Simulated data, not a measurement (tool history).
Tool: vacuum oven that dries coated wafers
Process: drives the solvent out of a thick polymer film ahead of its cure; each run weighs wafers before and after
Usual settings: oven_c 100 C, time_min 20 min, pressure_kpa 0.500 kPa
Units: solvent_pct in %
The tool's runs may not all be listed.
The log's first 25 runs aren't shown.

run 26 hour=557.6 | oven_c=100 time_min=15 pressure_kpa=1.462 | solvent_pct=2.14
run 27 hour=577.5 | oven_c=100 time_min=15 pressure_kpa=1.462 | solvent_pct=2.10
run 28 hour=603.6 | oven_c=100 time_min=15 pressure_kpa=0.373 | solvent_pct=1.59
run 29 hour=633.2 | oven_c=103 time_min=15 pressure_kpa=0.497 | solvent_pct=1.30
run 30 hour=649.0 | oven_c=93 time_min=17 pressure_kpa=1.916 | solvent_pct=3.41
run 31 hour=673.1 | oven_c=93 time_min=17 pressure_kpa=1.916 | solvent_pct=3.37
run 32 hour=694.5 | oven_c=100 time_min=29 pressure_kpa=0.678 | solvent_pct=0.79
run 33 hour=706.7 | oven_c=100 time_min=29 pressure_kpa=0.678 | solvent_pct=0.72
run 34 hour=732.6 | oven_c=100 time_min=21 pressure_kpa=0.500 | solvent_pct=0.99
run 35 hour=747.5 | oven_c=100 time_min=21 pressure_kpa=0.500 | solvent_pct=0.97
run 36 hour=760.9 | oven_c=99 time_min=16 pressure_kpa=0.500 | solvent_pct=1.64
run 37 hour=789.5 | oven_c=115 time_min=23 pressure_kpa=1.738 | solvent_pct=0.72
run 38 hour=811.5 | oven_c=95 time_min=25 pressure_kpa=1.192 | solvent_pct=1.68
run 39 hour=836.1 | oven_c=95 time_min=25 pressure_kpa=1.192 | solvent_pct=1.65
run 40 hour=864.1 | oven_c=95 time_min=25 pressure_kpa=1.192 | solvent_pct=1.62
run 41 hour=887.0 | oven_c=95 time_min=18 pressure_kpa=0.294 | solvent_pct=1.79
run 42 hour=902.2 | oven_c=114 time_min=26 pressure_kpa=0.930 | solvent_pct=0.48
run 43 hour=918.9 | oven_c=114 time_min=26 pressure_kpa=0.930 | solvent_pct=0.45
run 44 hour=933.5 | oven_c=104 time_min=12 pressure_kpa=0.500 | solvent_pct=1.76
run 45 hour=955.8 | oven_c=105 time_min=12 pressure_kpa=0.500 | solvent_pct=1.57
run 46 hour=983.8 | oven_c=97 time_min=15 pressure_kpa=1.053 | solvent_pct=2.52
run 47 hour=1000.0 | oven_c=97 time_min=15 pressure_kpa=1.053 | solvent_pct=2.61

3 ways to go on from here, each from the tool as it stands after run 47. What would each give?
run A hour=1027.5 | oven_c=97 time_min=30 pressure_kpa=1.053 | solvent_pct=?
run B hour=1027.5 | oven_c=94 time_min=31 pressure_kpa=0.500 | solvent_pct=?
run C hour=1027.5 | oven_c=106 time_min=33 pressure_kpa=1.668 | solvent_pct=?

run=A solvent_pct=1.20
run=B solvent_pct=1.09
run=C solvent_pct=0.97
Without the tool's hidden state the same runs would have given:
run=A solvent_pct=0.90
run=B solvent_pct=0.76
run=C solvent_pct=0.77
